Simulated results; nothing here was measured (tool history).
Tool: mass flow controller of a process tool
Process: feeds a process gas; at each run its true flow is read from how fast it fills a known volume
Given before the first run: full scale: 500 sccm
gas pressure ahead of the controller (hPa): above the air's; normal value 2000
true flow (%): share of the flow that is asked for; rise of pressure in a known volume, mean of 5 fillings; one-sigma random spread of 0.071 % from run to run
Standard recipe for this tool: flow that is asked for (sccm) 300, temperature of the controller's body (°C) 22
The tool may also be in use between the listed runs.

| run | day | flow that is asked for (sccm) | gas pressure ahead of the controller (hPa) | temperature of the controller's body (°C) | true flow (%) |
|---|---|---|---|---|---|
| 1 | 0.000 | 300 | 2000 | 22 | 100.52 |
| 2 | 13.104 | 300 | 1430 | 22 | 100.86 |
| 3 | 27.550 | 300 | 2000 | 36 | 101.17 |
| 4 | 34.925 | 216 | 2000 | 22 | 101.00 |
| 5 | 45.658 | 300 | 2000 | 22 | 100.79 |
| 6 | 54.783 | 300 | 2000 | 22 | 100.93 |
| 7 | 66.421 | 63 | 2000 | 22 | 103.97 |
| 8 | 73.546 | 146 | 2000 | 22 | 101.67 |
| 9 | 80.808 | 146 | 2000 | 22 | 101.89 |
| 10 | 87.971 | 146 | 2000 | 22 | 101.88 |
| 11 | 96.158 | 146 | 2000 | 22 | 101.99 |
| 12 | 111.662 | 300 | 2000 | 22 | 101.38 |
| 13 | 120.171 | 300 | 2000 | 22 | 101.53 |
| 14 | 129.862 | 151 | 2000 | 22 | 102.21 |
| 15 | 143.688 | 300 | 2000 | 31 | 101.91 |
| 16 | 156.550 | 300 | 1480 | 35 | 102.30 |
| 17 | 163.904 | 458 | 1840 | 39 | 102.29 |
|  | 166.254 | controller exchanged for a calibrated one |
| 18 | 177.279 | 112 | 1620 | 27 | 99.30 |
| 19 | 185.012 | 300 | 2700 | 26 | 99.41 |
| 20 | 200.546 | 300 | 2700 | 26 | 99.50 |
| 21 | 215.125 | 63 | 1450 | 22 | 99.97 |
| 22 | 226.988 | 300 | 2590 | 29 | 99.83 |
| 23 | 235.367 | 300 | 2590 | 29 | 99.84 |
| 24 | 250.958 | 300 | 2590 | 29 | 99.99 |
| 25 | 258.988 | 115 | 2000 | 22 | 100.07 |
| 26 | 275.746 | 115 | 2230 | 33 | 100.65 |

Consider 5 possible next runs. They are alternatives, not a sequence: every one starts from the tool as it was left by run 26. What does each give?
| A | 289.517 | 78 | 2230 | 30 | ? |
| B | 289.517 | 300 | 2000 | 22 | ? |
| C | 289.517 | 115 | 2000 | 33 | ? |
| D | 289.517 | 115 | 2070 | 36 | ? |
| E | 289.517 | 115 | 2030 | 33 | ? |

| run | true flow (%) |
|---|---|
| A | 101.16 |
| B | 100.23 |
| C | 100.88 |
| D | 101.08 |
| E | 100.82 |
Without the tool's unlogged condition, the same runs would have read:
| run | true flow (%) |
|---|---|
| A | 99.18 |
| B | 99.48 |
| C | 99.44 |
| D | 99.64 |
| E | 99.38 |

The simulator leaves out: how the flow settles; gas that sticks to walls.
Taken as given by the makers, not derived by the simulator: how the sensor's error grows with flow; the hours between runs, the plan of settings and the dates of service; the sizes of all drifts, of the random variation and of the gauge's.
